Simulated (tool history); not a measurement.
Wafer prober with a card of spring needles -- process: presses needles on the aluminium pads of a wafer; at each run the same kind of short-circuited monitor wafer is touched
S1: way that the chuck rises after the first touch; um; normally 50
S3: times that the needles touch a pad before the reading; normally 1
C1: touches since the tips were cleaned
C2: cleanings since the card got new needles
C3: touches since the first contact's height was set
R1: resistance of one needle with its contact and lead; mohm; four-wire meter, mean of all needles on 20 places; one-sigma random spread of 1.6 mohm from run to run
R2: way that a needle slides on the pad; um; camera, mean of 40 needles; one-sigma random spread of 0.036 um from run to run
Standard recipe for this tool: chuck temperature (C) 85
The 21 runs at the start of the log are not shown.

At hour 352.4: tips cleaned on abrasive film.
Run 22, hour 352.4: usual settings but S1 64 um, chuck temperature (C) 34, S3 2; C1 0; C2 18; C3 168691. Result: R1 172 mohm, R2 17.42 um.
Run 23, hour 373.0: usual settings but S1 56 um, chuck temperature (C) 32, S3 2; C1 7076; C2 18; C3 175767. Result: R1 180 mohm, R2 15.08 um.
At hour 379.0: tips cleaned on abrasive film.
Run 24, hour 383.4: usual settings but S1 56 um, chuck temperature (C) 32, S3 2; C1 1503; C2 19; C3 179289. Result: R1 179 mohm, R2 15.03 um.
Run 25, hour 397.8: usual settings but S1 42 um, chuck temperature (C) 72; C1 6454; C2 19; C3 184240. Result: R1 207 mohm, R2 11.14 um.
At hour 405.5: tips cleaned on abrasive film.
Run 26, hour 413.9: usual settings but chuck temperature (C) 87, S3 2; C1 2888; C2 20; C3 189743. Result: R1 189 mohm, R2 13.24 um.
At hour 432.1: tips cleaned on abrasive film.
Run 27, hour 437.3: usual settings but chuck temperature (C) 87, S3 2; C1 1782; C2 21; C3 197751. Result: R1 189 mohm, R2 13.25 um.
At hour 458.4: tips cleaned on abrasive film.
Run 28, hour 458.4: usual settings but chuck temperature (C) 87, S3 2; C1 0; C2 22; C3 204963. Result: R1 187 mohm, R2 13.28 um.
Run 29, hour 480.2: usual settings but chuck temperature (C) 87, S3 2; C1 7488; C2 22; C3 212451. Result: R1 195 mohm, R2 13.29 um.
At hour 485.6: tips cleaned on abrasive film.
Run 30, hour 493.5: usual settings but S1 59 um, chuck temperature (C) 33; C1 2703; C2 23; C3 216977. Result: R1 178 mohm, R2 15.71 um.
At hour 513.1: tips cleaned on abrasive film.
Run 31, hour 513.1: usual settings but S1 59 um, chuck temperature (C) 33; C1 0; C2 24; C3 223671. Result: R1 173 mohm, R2 15.67 um.

Here are 3 independent what-if runs from the current tool condition. What would each one return?
At hour 524.5: height of the first contact set anew.
Run A, hour 532.2: usual settings but chuck temperature (C) 43; C1 6467; C2 24; C3 2633. Result: R1 ?, R2 ?.
At hour 524.5: height of the first contact set anew.
Run B, hour 532.2: usual settings but S1 59 um, chuck temperature (C) 73, S3 2; C1 6467; C2 24; C3 2633. Result: R1 ?, R2 ?.
At hour 524.5: height of the first contact set anew.
Run C, hour 532.2: usual settings but S1 39 um, chuck temperature (C) 114, S3 3; C1 6467; C2 24; C3 2633. Result: R1 ?, R2 ?.

run   R1     R2
  A  190  13.86
  B  186  16.33
  C  204  10.81
With no hidden state in the tool, these same runs would have given:
run   R1     R2
  A  173  13.86
  B  179  16.33
  C  195  10.81
